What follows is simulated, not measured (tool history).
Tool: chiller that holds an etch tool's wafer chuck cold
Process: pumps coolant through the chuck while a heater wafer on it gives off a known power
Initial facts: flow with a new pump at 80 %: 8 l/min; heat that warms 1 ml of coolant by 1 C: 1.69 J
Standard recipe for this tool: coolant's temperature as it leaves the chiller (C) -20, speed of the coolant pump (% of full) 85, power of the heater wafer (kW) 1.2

run	hour	coolant's temperature as it leaves the chiller (C)	speed of the coolant pump (% of full)	power of the heater wafer (kW)	chuck's temperature once it has settled (C)	how much warmer the coolant comes back (C)
1	0	-20	85	1.2	-10.3	5.01
2	52.9	-20	85	1.2	-10.5	4.99
3	116.7	-20	85	1.2	-10.5	5.06
4	153.6	-20	85	1.2	-10.6	5.03
5	212	-20	85	1.2	-10.5	5.05
6	269.3	-20	85	1.2	-10.2	5.11
7	304.6	-30	85	1.2	-20.3	5.16
8	358.3	-30	85	1.2	-20.6	5.16
9	401.3	-30	85	1.2	-20.5	5.18
10	454.6	-30	85	1.2	-20.5	5.22
11	495.6	-30	85	1.2	-20.2	5.23
12	530.6	-18	85	1.2	-8.3	5.2
13	557.8	-18	85	1.2	-8.4	5.23
14	587.4	-28	85	1.2	-18.4	5.3
15	629.9	-20	76	1.2	-9.6	5.87
16	665.5	-20	76	1.2	-9.5	5.9
17	705.7	-20	76	1.2	-9.6	5.92
18	767.3	-20	76	1.2	-9.7	5.99
# hour 783.5: gauge calibrated
19	829.5	-20	85	0.927	-12.6	3.89
20	895.2	-20	85	1.067	-11.4	4.47
21	925.8	-20	85	1.067	-11.4	4.49
22	974.4	-20	85	1.067	-11.4	4.53
23	1020.7	-20	85	1.067	-11.4	4.51
24	1050.7	-21	63	1.235	-8.7	7.13
25	1117.7	-21	63	1.235	-8.7	7.11
26	1169.6	-21	63	1.235	-9	7.18
27	1223.7	-30	68	0.624	-24.1	3.44
28	1250.8	-20	85	1.444	-8.5	6.21
29	1302.7	-20	64	1.153	-8.6	6.66
30	1351.9	-25	85	1.015	-17.1	4.48
31	1389.4	-25	85	1.015	-16.9	4.52

Forecast each of these 3 alternatives for the next run:
A	1456.1	-22	82	1.091	?	?
B	1456.1	-19	85	1.015	?	?
C	1456.1	-25	85	1.381	?	?

run	chuck's temperature once it has settled (C)	how much warmer the coolant comes back (C)
A	-12.9	5.02
B	-11.1	4.53
C	-14	6.05
What these runs would have given with no unlogged condition in the tool:
run	chuck's temperature once it has settled (C)	how much warmer the coolant comes back (C)
A	-13	4.71
B	-11.1	4.22
C	-14	5.74

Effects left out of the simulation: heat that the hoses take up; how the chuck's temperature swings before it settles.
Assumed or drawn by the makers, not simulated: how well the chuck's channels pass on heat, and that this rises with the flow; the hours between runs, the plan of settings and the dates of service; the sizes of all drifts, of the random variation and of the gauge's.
